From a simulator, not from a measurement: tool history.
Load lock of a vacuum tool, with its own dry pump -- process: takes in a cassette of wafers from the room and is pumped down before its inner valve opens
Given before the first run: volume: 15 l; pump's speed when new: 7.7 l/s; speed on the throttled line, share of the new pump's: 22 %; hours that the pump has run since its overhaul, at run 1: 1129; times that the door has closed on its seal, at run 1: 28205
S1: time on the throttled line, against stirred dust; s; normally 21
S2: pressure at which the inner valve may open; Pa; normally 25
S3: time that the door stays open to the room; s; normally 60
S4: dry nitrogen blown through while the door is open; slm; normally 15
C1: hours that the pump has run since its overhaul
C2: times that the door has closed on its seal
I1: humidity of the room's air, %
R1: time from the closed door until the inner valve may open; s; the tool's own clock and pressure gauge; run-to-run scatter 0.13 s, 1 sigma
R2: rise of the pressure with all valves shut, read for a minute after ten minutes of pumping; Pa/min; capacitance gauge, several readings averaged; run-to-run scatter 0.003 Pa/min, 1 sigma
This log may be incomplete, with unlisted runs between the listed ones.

{"run": 1, "day": 0.0, "S1": 21, "S2": 25, "S3": 60, "S4": 15, "C1": 1129, "C2": 28205, "I1": 49.3, "R1": 32.6, "R2": 0.052}
{"run": 2, "day": 4.358, "S1": 21, "S2": 25, "S3": 60, "S4": 15, "C1": 1234, "C2": 28579, "I1": 45.9, "R1": 32.5, "R2": 0.052}
{"run": 3, "day": 8.808, "S1": 21, "S2": 46, "S3": 60, "S4": 15, "C1": 1341, "C2": 28962, "I1": 45.6, "R1": 31.6, "R2": 0.047}
{"run": 4, "day": 15.158, "S1": 21, "S2": 46, "S3": 60, "S4": 15, "C1": 1493, "C2": 29507, "I1": 46.6, "R1": 31.4, "R2": 0.048}
{"run": 5, "day": 21.0, "S1": 21, "S2": 25, "S3": 96, "S4": 15, "C1": 1633, "C2": 30008, "I1": 48.6, "R1": 32.6, "R2": 0.06}
{"run": 6, "day": 26.688, "S1": 21, "S2": 25, "S3": 60, "S4": 15, "C1": 1770, "C2": 30497, "I1": 43.6, "R1": 32.6, "R2": 0.048}
{"run": 7, "day": 32.608, "S1": 21, "S2": 25, "S3": 65, "S4": 15, "C1": 1912, "C2": 31005, "I1": 45.3, "R1": 32.8, "R2": 0.05}
{"day": 33.988, "done": "door's seal changed, seat wiped"}
{"run": 8, "day": 37.125, "S1": 29, "S2": 25, "S3": 60, "S4": 15, "C1": 2019, "C2": 269, "I1": 45.4, "R1": 38.8, "R2": 0.044}
{"run": 9, "day": 40.133, "S1": 29, "S2": 25, "S3": 60, "S4": 15, "C1": 2091, "C2": 527, "I1": 44.9, "R1": 38.8, "R2": 0.037}
{"run": 10, "day": 44.608, "S1": 16, "S2": 29, "S3": 199, "S4": 22, "C1": 2198, "C2": 912, "I1": 47.0, "R1": 28.2, "R2": 0.075}
{"run": 11, "day": 49.133, "S1": 16, "S2": 29, "S3": 199, "S4": 22, "C1": 2307, "C2": 1300, "I1": 46.5, "R1": 28.3, "R2": 0.073}
{"run": 12, "day": 53.854, "S1": 16, "S2": 29, "S3": 199, "S4": 22, "C1": 2420, "C2": 1706, "I1": 44.9, "R1": 28.3, "R2": 0.072}
{"run": 13, "day": 60.338, "S1": 16, "S2": 49, "S3": 199, "S4": 22, "C1": 2576, "C2": 2262, "I1": 45.8, "R1": 27.4, "R2": 0.069}
{"run": 14, "day": 66.496, "S1": 24, "S2": 49, "S3": 199, "S4": 22, "C1": 2723, "C2": 2791, "I1": 44.4, "R1": 33.5, "R2": 0.07}
{"run": 15, "day": 71.592, "S1": 21, "S2": 25, "S3": 112, "S4": 27, "C1": 2846, "C2": 3229, "I1": 43.8, "R1": 32.7, "R2": 0.044}
{"run": 16, "day": 78.3, "S1": 21, "S2": 25, "S3": 112, "S4": 27, "C1": 3007, "C2": 3805, "I1": 48.1, "R1": 32.6, "R2": 0.049}

Entry by entry between the runs, the difference in hidden state between the last listed run before and the first listed run after:
In the gap between runs 7 and 8: door's seal changed, seat wiped (day 33.988)
  leak at the door's seal, Pa l/s: 0.0024 -> 0.002
